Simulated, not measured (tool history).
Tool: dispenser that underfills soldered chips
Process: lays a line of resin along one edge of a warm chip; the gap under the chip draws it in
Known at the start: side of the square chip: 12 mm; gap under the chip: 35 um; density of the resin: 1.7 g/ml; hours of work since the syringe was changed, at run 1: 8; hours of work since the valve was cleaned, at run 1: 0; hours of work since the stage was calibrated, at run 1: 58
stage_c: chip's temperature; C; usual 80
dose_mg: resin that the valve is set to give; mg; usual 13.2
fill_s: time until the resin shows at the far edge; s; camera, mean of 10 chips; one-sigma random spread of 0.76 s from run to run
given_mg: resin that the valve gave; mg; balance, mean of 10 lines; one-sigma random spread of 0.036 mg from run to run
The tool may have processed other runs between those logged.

run	day	stage_c	dose_mg	hours of work since the syringe was changed	hours of work since the valve was cleaned	hours of work since the stage was calibrated	fill_s	given_mg
1	0.000	80	13.2	8	0	58	92.4	13.22
2	0.158	80	12.9	11	2	60	99.5	12.92
# day 0.242: new syringe of resin
3	0.288	80	13.7	1	4	62	74.1	13.64
4	0.446	80	12.4	3	6	64	80.0	12.45
5	0.658	80	15.2	6	10	67	85.1	15.11
6	0.854	80	15.2	9	12	70	93.7	15.13
# day 1.029: new syringe of resin
7	1.033	80	13.1	0	15	72	71.0	12.98
8	1.171	80	13.1	2	17	74	75.4	12.99
9	1.375	80	13.2	5	20	78	85.6	13.08
10	1.554	80	13.2	8	22	80	90.8	13.01
11	1.679	80	13.2	10	24	82	96.6	13.03
# day 1.821: new syringe of resin
12	1.838	80	13.2	0	26	84	70.0	12.98
13	2.038	78	13.2	3	29	87	82.5	13.00
14	2.208	78	13.2	6	32	90	90.3	12.97
15	2.383	78	14.5	8	34	92	95.8	14.24
16	2.488	78	14.5	10	36	94	100.5	14.23
# day 2.617: new syringe of resin
17	2.654	78	14.5	1	38	96	78.1	14.13
18	2.846	80	13.2	3	41	99	81.2	12.89
19	2.950	80	13.2	5	43	100	84.6	12.88
20	3.038	82	13.2	6	44	102	83.0	12.87
21	3.233	67	15.7	9	47	104	145.0	15.28
# day 3.404: new syringe of resin
22	3.417	69	11.2	0	49	107	108.6	10.92
23	3.542	69	11.2	2	51	109	113.3	10.87
# day 3.667: dispensing valve cleaned and set on the balance
24	3.683	68	11.4	3	0	110	121.4	11.35
25	3.867	80	13.7	6	3	113	85.3	13.66
26	3.958	80	12.1	8	4	114	92.7	12.17
27	4.050	76	11.7	9	6	116	110.2	11.65
28	4.183	76	11.7	11	8	118	117.4	11.70
# day 4.238: new syringe of resin
29	4.300	93	12.6	1	9	119	49.4	12.55
30	4.467	76	16.8	3	12	122	90.9	16.72
31	4.629	71	14.2	6	14	124	116.1	14.05
32	4.725	81	13.5	7	15	125	87.6	13.45
33	4.925	81	13.5	10	18	128	96.5	13.36
# day 5.033: new syringe of resin
34	5.108	81	13.5	1	21	131	71.6	13.31
35	5.271	81	13.5	3	23	133	76.5	13.39
36	5.392	83	16.9	5	25	135	75.7	16.76
37	5.542	83	16.9	7	27	137	80.3	16.64

Here are 3 independent what-if runs from the current tool condition. What would each one return?
A	5.733	69	15.5	10	30	140	?	?
B	5.733	84	13.2	10	30	140	?	?
C	5.733	92	11.6	10	30	140	?	?

run	fill_s	given_mg
A	140.0	15.28
B	88.0	12.92
C	69.8	11.38
With the hidden condition removed and each run's random variation left untouched, the same runs would have given:
run	fill_s	given_mg
A	99.1	15.52
B	62.3	13.13
C	49.6	11.56
